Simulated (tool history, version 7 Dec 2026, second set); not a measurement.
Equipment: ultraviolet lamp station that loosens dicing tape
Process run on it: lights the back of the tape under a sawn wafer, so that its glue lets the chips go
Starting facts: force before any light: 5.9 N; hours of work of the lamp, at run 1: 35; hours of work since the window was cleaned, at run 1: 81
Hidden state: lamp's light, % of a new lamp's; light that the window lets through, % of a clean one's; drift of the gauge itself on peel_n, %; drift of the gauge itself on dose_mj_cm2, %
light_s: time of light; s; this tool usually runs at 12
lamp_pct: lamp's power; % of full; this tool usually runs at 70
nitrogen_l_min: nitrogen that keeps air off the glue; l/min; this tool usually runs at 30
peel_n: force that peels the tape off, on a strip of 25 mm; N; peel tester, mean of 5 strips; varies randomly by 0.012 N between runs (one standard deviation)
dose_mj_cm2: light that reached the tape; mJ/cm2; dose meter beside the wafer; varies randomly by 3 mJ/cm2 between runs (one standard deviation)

| run | day | light_s | lamp_pct | nitrogen_l_min | hours of work of the lamp | hours of work since the window was cleaned | peel_n | dose_mj_cm2 |
|---|---|---|---|---|---|---|---|---|
| 1 | 0.000 | 12 | 70 | 30 | 35 | 81 | 0.598 | 416 |
| 2 | 0.729 | 8 | 70 | 30 | 43 | 89 | 1.211 | 282 |
| 3 | 1.929 | 8 | 79 | 30 | 56 | 103 | 1.038 | 314 |
| 4 | 3.217 | 18 | 70 | 30 | 70 | 117 | 0.263 | 624 |
| 5 | 4.258 | 12 | 70 | 30 | 82 | 128 | 0.610 | 415 |
| 6 | 5.692 | 12 | 70 | 26 | 97 | 144 | 0.741 | 408 |
| 7 | 6.500 | 12 | 78 | 30 | 106 | 153 | 0.528 | 457 |
| 8 | 8.071 | 12 | 70 | 30 | 124 | 170 | 0.657 | 402 |
| 9 | 9.538 | 22 | 70 | 30 | 140 | 186 | 0.207 | 727 |
| 10 | 10.458 | 22 | 70 | 30 | 150 | 196 | 0.199 | 720 |
| 11 | 11.329 | 22 | 70 | 30 | 159 | 206 | 0.205 | 720 |
| 12 | 12.846 | 19 | 70 | 30 | 176 | 223 | 0.281 | 622 |
| 13 | 14.062 | 19 | 70 | 30 | 189 | 236 | 0.285 | 609 |
| 14 | 15.075 | 19 | 70 | 30 | 200 | 247 | 0.276 | 612 |
|  | 15.162 | window cleaned of glue's vapour |
| 15 | 16.233 | 19 | 70 | 30 | 213 | 12 | 0.316 | 578 |
|  | 17.396 | window cleaned of glue's vapour, once more |
| 16 | 17.396 | 19 | 70 | 30 | 226 | 0 | 0.238 | 651 |
| 17 | 18.283 | 23 | 70 | 21 | 235 | 10 | 0.236 | 786 |
| 18 | 19.096 | 23 | 70 | 21 | 244 | 19 | 0.230 | 787 |
| 19 | 19.850 | 23 | 70 | 21 | 253 | 27 | 0.236 | 785 |
| 20 | 21.062 | 10 | 70 | 21 | 266 | 40 | 1.167 | 335 |
| 21 | 22.142 | 22 | 70 | 30 | 278 | 52 | 0.214 | 735 |
| 22 | 23.429 | 22 | 70 | 30 | 292 | 66 | 0.192 | 733 |
| 23 | 24.988 | 22 | 70 | 30 | 309 | 83 | 0.201 | 728 |
| 24 | 26.138 | 22 | 70 | 30 | 322 | 96 | 0.210 | 717 |
| 25 | 26.983 | 22 | 70 | 30 | 331 | 105 | 0.216 | 721 |
| 26 | 28.408 | 12 | 86 | 42 | 347 | 121 | 0.360 | 471 |
| 27 | 29.438 | 7 | 70 | 36 | 358 | 132 | 1.515 | 227 |
| 28 | 30.900 | 7 | 70 | 36 | 374 | 148 | 1.553 | 222 |
| 29 | 31.817 | 12 | 95 | 30 | 384 | 159 | 0.403 | 512 |

Some steps in peel_n between neighbouring runs. How much of each would the tool show without its hidden state too (settings, what came in, random variation), and how much is left for the hidden state, with any gauge scatter that isn't in both results?
Run 26 -> 27: light_s 12 -> 7, lamp_pct 86 -> 70, nitrogen_l_min 42 -> 36. peel_n +1.155 N: hidden state +0.178, all else +0.977.
Run 28 -> 29: light_s 7 -> 12, lamp_pct 70 -> 95, nitrogen_l_min 36 -> 30. peel_n -1.150 N: hidden state -0.175, all else -0.975.
